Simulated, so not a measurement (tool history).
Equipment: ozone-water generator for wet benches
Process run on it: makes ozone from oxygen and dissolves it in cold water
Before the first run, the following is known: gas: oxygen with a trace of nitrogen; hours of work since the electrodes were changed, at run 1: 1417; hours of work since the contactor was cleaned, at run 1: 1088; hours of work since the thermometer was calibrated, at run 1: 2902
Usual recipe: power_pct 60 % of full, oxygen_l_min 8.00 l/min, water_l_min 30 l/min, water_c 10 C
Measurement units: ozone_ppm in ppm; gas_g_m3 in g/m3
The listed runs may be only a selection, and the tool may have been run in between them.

run    hour  power_pct  oxygen_l_min  water_l_min  water_c  hours of work since the electrodes were changed  hours of work since the contactor was cleaned  hours of work since the thermometer was calibrated  ozone_ppm  gas_g_m3
  1     0.0         60          8.00           30       10                                             1417                                           1088                                                2902       24.6     223.0
  2    48.4         60          8.00           30       10                                             1450                                           1121                                                2935       24.0     224.9
  3   157.3         60          8.00           30       10                                             1524                                           1194                                                3009       23.8     220.8
  4   205.4         60          8.00           30       10                                             1556                                           1227                                                3041       24.0     222.9
  5   307.5         60          8.00           30       10                                             1625                                           1296                                                3111       23.9     222.3
  6   363.7         60          8.00           30       10                                             1663                                           1334                                                3149       23.5     218.7
  7   416.9         60          8.00           30       10                                             1699                                           1370                                                3185       23.8     219.3
  8   532.6         60          8.00           30       10                                             1778                                           1449                                                3263       23.6     216.0
  9   591.0         60          8.00           30       10                                             1818                                           1488                                                3303       23.6     216.2
 10   705.3         60          8.00           30       10                                             1895                                           1566                                                3380       23.0     218.2
 11   806.0         60          8.00           30       10                                             1963                                           1634                                                3449       23.1     214.6
 12   872.6         60          7.67           30       10                                             2008                                           1679                                                3494       22.9     218.8
 13   920.1         60          7.67           30       10                                             2041                                           1711                                                3526       22.5     220.9
 14   997.4         60          7.67           30       10                                             2093                                           1764                                                3578       22.5     216.0
 15  1092.7         60          7.67           30       10                                             2158                                           1829                                                3643       22.4     217.4
 16  1192.0         60          8.00           42       10                                             2225                                           1896                                                3710       16.6     213.1
 17  1246.5         60          8.00           30        5                                             2262                                           1933                                                3747       24.0     210.3
 18  1312.8         47         10.61           33       10                                             2307                                           1978                                                3792       19.1     165.0
 19  1396.1         70          4.15           46        6                                             2363                                           2034                                                3849       13.8     308.0
 20  1464.5         70          4.15           46        6                                             2410                                           2081                                                3895       13.7     307.7
 21  1514.7         60          4.10           47        9                                             2444                                           2115                                                3929       12.3     288.4
 22  1572.6         83          8.00           20       10                                             2483                                           2154                                                3968       35.0     240.6
     1583.7  -- contactor cleaned
     1652.5  -- water thermometer calibrated
 23  1682.8         83          8.00           20       10                                             2555                                             67                                                  20       35.1     241.7
 24  1755.9         83          8.00           20       10                                             2604                                            116                                                  70       34.9     240.1
 25  1864.6         83          8.00           20       10                                             2678                                            190                                                 144       34.6     239.3
 26  1933.6         83          8.00           20       10                                             2725                                            237                                                 191       34.6     238.5
 27  1990.4         83          8.00           20       10                                             2763                                            275                                                 229       34.0     237.0
 28  2044.1         83          8.00           20       10                                             2800                                            312                                                 265       33.7     239.6
     2126.9  -- contactor cleaned, once more
 29  2159.7         60         10.77           30        8                                             2875                                             22                                                 341       24.3     176.6
 30  2259.8         94         10.77           33        8                                             2943                                             90                                                 409       27.4     216.7
 31  2317.4         46         11.22           24       10                                             2982                                            129                                                 448       24.3     152.7
 32  2427.4         46         10.57           24        5                                             3057                                            204                                                 523       26.1     154.9
 33  2488.6         46         10.57           24        5                                             3098                                            245                                                 564       26.1     155.8

3 options for the next run, each taken on its own from the tool as it stands now. Forecast them:
  A  2570.6         60          8.00           46       17                                             3154                                            301                                                 620          ?         ?
  B  2570.6         60          5.49           30        8                                             3154                                            301                                                 620          ?         ?
  C  2570.6         48          8.00           30       15                                             3154                                            301                                                 620          ?         ?

run  ozone_ppm  gas_g_m3
  A       14.1     197.4
  B       21.4     238.1
  C       18.8     179.9
What these runs would have given with no unlogged condition in the tool:
run  ozone_ppm  gas_g_m3
  A       17.2     236.5
  B       26.0     285.0
  C       22.4     211.0

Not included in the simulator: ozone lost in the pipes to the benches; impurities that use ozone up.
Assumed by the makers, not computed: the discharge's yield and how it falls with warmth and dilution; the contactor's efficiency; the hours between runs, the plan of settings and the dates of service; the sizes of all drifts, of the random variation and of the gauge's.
